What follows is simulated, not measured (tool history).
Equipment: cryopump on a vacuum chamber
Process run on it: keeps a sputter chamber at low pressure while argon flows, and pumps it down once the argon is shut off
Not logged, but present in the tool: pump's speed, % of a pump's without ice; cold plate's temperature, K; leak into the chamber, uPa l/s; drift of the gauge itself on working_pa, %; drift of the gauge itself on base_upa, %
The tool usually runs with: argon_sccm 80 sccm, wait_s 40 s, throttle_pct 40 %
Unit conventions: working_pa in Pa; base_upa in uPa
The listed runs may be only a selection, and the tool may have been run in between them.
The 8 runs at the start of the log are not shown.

run     day  argon_sccm  wait_s  throttle_pct  hours of work since the pump was warmed up and emptied  hours of work since the cold head was overhauled  hours of work since the chamber's fittings were tightened  working_pa  base_upa
  9   5.604          80      40            40                                                     115                                               115                                                       2492       0.369      4.25
 10   6.012          80      40            40                                                     121                                               121                                                       2498       0.368       4.2
 11   6.512          80     228            40                                                     129                                               129                                                       2506      0.3697      3.24
 12   6.933          34      40            40                                                     135                                               135                                                       2512      0.1566      4.37
 13   7.417          80      40            40                                                     142                                               142                                                       2519      0.3677      4.38
 14   8.192          80      40            40                                                     154                                               154                                                       2531      0.3687      4.26
 15   8.854          80      40            40                                                     164                                               164                                                       2540      0.3703      4.44
 16   9.246          80      40            40                                                     169                                               169                                                       2546      0.3696      4.43
 17   9.588          80     135            40                                                     174                                               174                                                       2551      0.3705      3.49
 18   9.988         101      71            40                                                     180                                               180                                                       2557      0.4717      3.78
 19  10.517          98     105            34                                                     188                                               188                                                       2565      0.5341      3.66
 20  11.225          37      40            36                                                     199                                               199                                                       2576      0.1893      4.33
 21  11.975          80      40            24                                                     210                                               210                                                       2587      0.6185      4.56
 22  12.496          80      40            24                                                     218                                               218                                                       2594      0.6136      4.54
 23  13.167          56      40            33                                                     227                                               227                                                       2604      0.3158      4.41
 24  13.867          72      46            34                                                     238                                               238                                                       2615      0.3916      4.43
 25  14.408          72      46            34                                                     246                                               246                                                       2623      0.3947      4.35
 26  14.783          76      46            34                                                     251                                               251                                                       2628      0.4156      4.38
 27  15.504          76      46            34                                                     262                                               262                                                       2639      0.4169      4.43
 28  15.925          76      46            34                                                     268                                               268                                                       2645       0.415      4.31
 29   16.65          76      46            34                                                     279                                               279                                                       2656      0.4187      4.48
 30  17.008          74      89            37                                                     284                                               284                                                       2661       0.372       3.9
 31  17.696         121     201            20                                                     295                                               295                                                       2671      1.1132      3.72
 32  18.325         149      29            20                                                     304                                               304                                                       2681      1.3746      5.18

4 ways to go on from here, each from the tool as it stands after run 32. What would each give?
  A  18.742         127      52            22                                                     310                                               310                                                       2687           ?         ?
  B  18.742          80      59            17                                                     310                                               310                                                       2687           ?         ?
  C  18.742          40      47            40                                                     310                                               310                                                       2687           ?         ?
  D  18.742          80     146            40                                                     310                                               310                                                       2687           ?         ?

run  working_pa  base_upa
  A       1.072      4.41
  B      0.8698       4.3
  C      0.1885       4.4
  D      0.3768      3.68
Stripped of hidden state, with their random variation kept, the same runs would have yielded:
run  working_pa  base_upa
  A      1.0516      1.32
  B       0.857       1.2
  C      0.1821      1.37
  D       0.364      0.67

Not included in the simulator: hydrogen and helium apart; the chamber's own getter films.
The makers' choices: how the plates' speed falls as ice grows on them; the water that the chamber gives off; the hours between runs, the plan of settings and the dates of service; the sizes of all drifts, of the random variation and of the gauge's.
